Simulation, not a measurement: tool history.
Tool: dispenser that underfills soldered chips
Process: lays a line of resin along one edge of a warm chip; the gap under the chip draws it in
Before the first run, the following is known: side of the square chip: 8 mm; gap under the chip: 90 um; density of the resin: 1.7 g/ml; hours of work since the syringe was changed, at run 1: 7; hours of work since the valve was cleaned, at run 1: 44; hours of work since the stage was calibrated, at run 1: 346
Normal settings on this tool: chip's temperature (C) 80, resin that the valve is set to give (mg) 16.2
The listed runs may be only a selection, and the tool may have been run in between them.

run,hour,chip's temperature (C),resin that the valve is set to give (mg),hours of work since the syringe was changed,hours of work since the valve was cleaned,hours of work since the stage was calibrated,time until the resin shows at the far edge (s),resin that the valve gave (mg)
1,0.0,80,16.2,7,44,346,44.5,15.66
# hour 3.1: new syringe of resin
# hour 13.8: dispensing valve cleaned and set on the balance
2,15.2,80,15.1,8,1,356,48.8,15.09
# hour 16.2: new syringe of resin
3,26.0,80,15.1,7,9,364,44.2,14.98
# hour 28.9: new syringe of resin
# hour 40.9: new syringe of resin
4,43.0,80,15.1,2,21,376,29.5,14.81
# hour 53.3: new syringe of resin
5,59.6,80,15.1,5,33,389,36.3,14.76
# hour 65.4: new syringe of resin
6,67.1,80,15.1,1,39,394,28.9,14.68
7,75.3,80,15.1,7,45,400,45.5,14.65
# hour 77.8: new syringe of resin
# hour 86.3: dispensing valve cleaned and set on the balance
# hour 91.3: new syringe of resin
8,91.6,80,16.2,0,4,411,26.7,16.21
# hour 104.0: new syringe of resin
9,106.9,80,16.2,2,15,422,30.0,16.10
# hour 116.3: new syringe of resin
10,117.8,80,16.2,1,23,430,26.4,15.87
# hour 128.8: new syringe of resin
11,134.5,80,16.2,4,35,443,35.9,15.73
# hour 140.9: new syringe of resin
12,148.6,73,15.5,6,45,453,59.6,15.06
# hour 154.1: new syringe of resin
13,157.2,73,15.5,2,52,459,45.5,15.05
# hour 159.3: dispensing valve cleaned and set on the balance
# hour 167.6: new syringe of resin
14,170.1,75,18.7,2,8,468,38.0,18.61
# hour 180.2: new syringe of resin
15,184.9,80,15.6,3,19,479,33.8,15.49
# hour 192.4: new syringe of resin
16,201.3,80,15.6,7,31,491,43.4,15.32
# hour 205.0: new syringe of resin
17,209.6,90,20.6,3,37,497,19.1,20.07
# hour 218.1: new syringe of resin
18,226.3,84,14.0,6,49,509,34.7,13.49
# hour 230.4: new syringe of resin
# hour 232.2: dispensing valve cleaned and set on the balance
19,242.6,84,14.0,8,8,520,40.7,13.90
# hour 243.9: new syringe of resin
# hour 256.5: new syringe of resin
20,256.9,78,16.2,0,18,530,29.3,15.84

3 options for the next run, each taken on its own from the tool as it stands now. Forecast them:
# hour 269.3: new syringe of resin
A,274.4,80,19.5,4,31,543,?,?
# hour 269.3: new syringe of resin
B,274.4,80,20.5,4,31,543,?,?
# hour 269.3: new syringe of resin
C,274.4,94,14.7,4,31,543,?,?

run,time until the resin shows at the far edge (s),resin that the valve gave (mg)
A,34.8,18.94
B,34.7,19.99
C,17.1,14.30
With no hidden state in the tool, these same runs would have given:
run,time until the resin shows at the far edge (s),resin that the valve gave (mg)
A,24.2,19.44
B,24.4,20.51
C,11.8,14.67

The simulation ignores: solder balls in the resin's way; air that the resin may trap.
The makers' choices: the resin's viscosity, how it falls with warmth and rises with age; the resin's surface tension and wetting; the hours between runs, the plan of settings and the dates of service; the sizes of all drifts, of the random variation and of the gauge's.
